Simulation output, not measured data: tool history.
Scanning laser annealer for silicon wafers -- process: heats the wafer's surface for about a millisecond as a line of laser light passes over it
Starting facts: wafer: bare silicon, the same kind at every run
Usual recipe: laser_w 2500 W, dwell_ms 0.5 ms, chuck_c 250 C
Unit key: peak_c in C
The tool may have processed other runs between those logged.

{"run": 1, "hour": 0.0, "laser_w": 2500, "dwell_ms": 0.5, "chuck_c": 250, "peak_c": 922}
{"run": 2, "hour": 24.7, "laser_w": 2575, "dwell_ms": 0.5, "chuck_c": 250, "peak_c": 945}
{"hour": 46.8, "done": "window over the wafer cleaned"}
{"run": 3, "hour": 49.2, "laser_w": 2575, "dwell_ms": 0.5, "chuck_c": 250, "peak_c": 974}
{"run": 4, "hour": 69.4, "laser_w": 2500, "dwell_ms": 0.414, "chuck_c": 250, "peak_c": 883}
{"run": 5, "hour": 86.9, "laser_w": 2500, "dwell_ms": 0.414, "chuck_c": 250, "peak_c": 886}
{"run": 6, "hour": 111.4, "laser_w": 2500, "dwell_ms": 0.5, "chuck_c": 249, "peak_c": 949}
{"run": 7, "hour": 130.0, "laser_w": 2500, "dwell_ms": 0.5, "chuck_c": 249, "peak_c": 953}
{"run": 8, "hour": 155.5, "laser_w": 2500, "dwell_ms": 0.5, "chuck_c": 249, "peak_c": 948}
{"run": 9, "hour": 178.8, "laser_w": 2500, "dwell_ms": 0.5, "chuck_c": 289, "peak_c": 987}
{"run": 10, "hour": 194.0, "laser_w": 2500, "dwell_ms": 0.5, "chuck_c": 289, "peak_c": 989}
{"run": 11, "hour": 206.5, "laser_w": 2500, "dwell_ms": 0.451, "chuck_c": 250, "peak_c": 912}
{"run": 12, "hour": 226.0, "laser_w": 2500, "dwell_ms": 0.451, "chuck_c": 250, "peak_c": 912}
{"run": 13, "hour": 239.0, "laser_w": 2500, "dwell_ms": 0.451, "chuck_c": 250, "peak_c": 913}
{"run": 14, "hour": 253.1, "laser_w": 2500, "dwell_ms": 0.451, "chuck_c": 250, "peak_c": 914}
{"run": 15, "hour": 271.1, "laser_w": 2238, "dwell_ms": 0.451, "chuck_c": 250, "peak_c": 834}
{"run": 16, "hour": 298.7, "laser_w": 2238, "dwell_ms": 0.359, "chuck_c": 250, "peak_c": 772}
{"run": 17, "hour": 314.5, "laser_w": 2238, "dwell_ms": 0.359, "chuck_c": 250, "peak_c": 770}
{"run": 18, "hour": 339.0, "laser_w": 2191, "dwell_ms": 0.564, "chuck_c": 277, "peak_c": 915}
{"run": 19, "hour": 361.1, "laser_w": 2201, "dwell_ms": 0.362, "chuck_c": 261, "peak_c": 772}
{"run": 20, "hour": 383.6, "laser_w": 2579, "dwell_ms": 0.474, "chuck_c": 261, "peak_c": 958}
{"run": 21, "hour": 407.1, "laser_w": 2744, "dwell_ms": 0.411, "chuck_c": 233, "peak_c": 932}
{"run": 22, "hour": 424.2, "laser_w": 2371, "dwell_ms": 0.411, "chuck_c": 233, "peak_c": 826}
{"run": 23, "hour": 451.1, "laser_w": 2362, "dwell_ms": 0.5, "chuck_c": 265, "peak_c": 915}
{"run": 24, "hour": 468.2, "laser_w": 2362, "dwell_ms": 0.5, "chuck_c": 265, "peak_c": 914}
{"run": 25, "hour": 482.4, "laser_w": 2362, "dwell_ms": 0.5, "chuck_c": 265, "peak_c": 911}
{"run": 26, "hour": 503.6, "laser_w": 2362, "dwell_ms": 0.5, "chuck_c": 265, "peak_c": 912}
{"run": 27, "hour": 530.7, "laser_w": 2362, "dwell_ms": 0.5, "chuck_c": 265, "peak_c": 911}
{"run": 28, "hour": 557.5, "laser_w": 2186, "dwell_ms": 0.458, "chuck_c": 224, "peak_c": 791}

Below, some changes in peak_c between adjacent runs. For each, the amount present without the hidden state too (settings, incoming material, random variation) and the amount remaining for the hidden state with gauge scatter not shared by both compared results:
Unlogged tool condition in this case: light that passes the window, % of a clean one's; laser's true power over the reading, %; width of the line over the set one, %; drift of the gauge itself on peak_c, C.
Run 2 -> 3: window over the wafer cleaned. peak_c +29 C: hidden state +31, all else -2.
Run 17 -> 18: laser_w 2238 -> 2191, dwell_ms 0.359 -> 0.564, chuck_c 250 -> 277. peak_c +145 C: hidden state -3, all else +148.
Run 19 -> 20: laser_w 2201 -> 2579, dwell_ms 0.362 -> 0.474. peak_c +186 C: hidden state -6, all else +192.
